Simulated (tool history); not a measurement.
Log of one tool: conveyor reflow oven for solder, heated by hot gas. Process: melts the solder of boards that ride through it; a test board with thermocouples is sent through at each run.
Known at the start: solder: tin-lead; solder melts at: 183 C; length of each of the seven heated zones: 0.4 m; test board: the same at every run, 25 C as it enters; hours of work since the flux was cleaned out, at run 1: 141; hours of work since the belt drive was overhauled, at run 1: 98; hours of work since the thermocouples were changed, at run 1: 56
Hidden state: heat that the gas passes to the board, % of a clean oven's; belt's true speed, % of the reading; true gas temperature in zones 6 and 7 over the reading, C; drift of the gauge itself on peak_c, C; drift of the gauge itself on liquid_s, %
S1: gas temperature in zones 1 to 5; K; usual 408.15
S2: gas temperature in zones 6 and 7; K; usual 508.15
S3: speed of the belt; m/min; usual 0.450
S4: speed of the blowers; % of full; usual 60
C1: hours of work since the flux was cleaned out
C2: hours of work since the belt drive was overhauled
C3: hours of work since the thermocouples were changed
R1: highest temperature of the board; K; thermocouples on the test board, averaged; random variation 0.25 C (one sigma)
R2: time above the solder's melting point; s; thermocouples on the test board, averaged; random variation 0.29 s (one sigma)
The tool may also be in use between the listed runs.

run,hour,S1,S2,S3,S4,C1,C2,C3,R1,R2
1,0.0,408.15,508.15,0.450,60,141,98,56,489.15,77.0
2,49.9,408.15,508.15,0.450,60,161,119,77,488.85,76.4
3,88.3,408.15,508.15,0.450,60,178,135,93,489.65,76.8
4,152.3,408.15,508.15,0.450,60,204,162,120,489.25,77.3
5,218.8,408.15,508.15,0.450,60,232,190,148,489.35,77.4
6,259.3,408.15,508.15,0.450,60,249,207,165,489.05,76.5
7,289.9,408.15,508.15,0.450,60,262,220,177,489.35,76.0
# hour 368.7: flux residue cleaned out of gas plates and filters
8,370.0,408.15,508.15,0.450,60,1,251,209,489.15,76.7
9,416.2,408.15,508.15,0.450,60,20,271,228,489.15,75.8
10,470.9,408.15,508.15,0.450,60,43,294,251,489.35,76.7
11,519.4,408.15,504.15,0.450,60,63,314,272,486.05,72.6
12,567.3,408.15,508.15,0.450,60,83,334,292,488.95,76.5
13,628.4,405.15,522.15,0.430,60,109,360,317,502.55,92.5
14,675.3,405.15,522.15,0.430,60,129,379,337,502.85,92.6
15,709.8,413.15,496.15,0.426,52,143,394,351,479.55,70.4
16,745.2,414.15,496.15,0.461,76,158,409,366,482.75,71.5
17,810.8,400.15,507.15,0.419,67,186,436,394,491.15,82.6
18,847.9,403.15,521.15,0.450,83,201,452,409,505.25,90.3
19,881.4,393.15,503.15,0.450,75,215,466,424,485.85,67.9
20,938.0,393.15,503.15,0.450,75,239,490,447,486.65,67.9
21,991.4,393.15,503.15,0.374,58,261,512,470,487.85,85.0
22,1041.5,420.15,513.15,0.411,54,282,533,491,496.85,99.6
# hour 1071.2: flux residue cleaned out of gas plates and filters
23,1118.6,413.15,523.15,0.400,60,20,563,521,507.25,108.0
24,1157.2,422.15,523.15,0.400,69,36,580,537,510.65,114.9

3 ways to go on from here, each from the tool as it stands after run 24. What would each give?
A,1216.0,422.15,523.15,0.431,69,61,604,562,?,?
B,1216.0,410.15,503.15,0.371,60,61,604,562,?,?
C,1216.0,411.15,508.15,0.522,60,61,604,562,?,?

run,R1,R2
A,508.75,104.5
B,490.95,99.3
C,484.45,60.7
Without the tool's hidden state the same runs would have given:
run,R1,R2
A,508.85,104.5
B,491.05,99.4
C,484.45,60.7

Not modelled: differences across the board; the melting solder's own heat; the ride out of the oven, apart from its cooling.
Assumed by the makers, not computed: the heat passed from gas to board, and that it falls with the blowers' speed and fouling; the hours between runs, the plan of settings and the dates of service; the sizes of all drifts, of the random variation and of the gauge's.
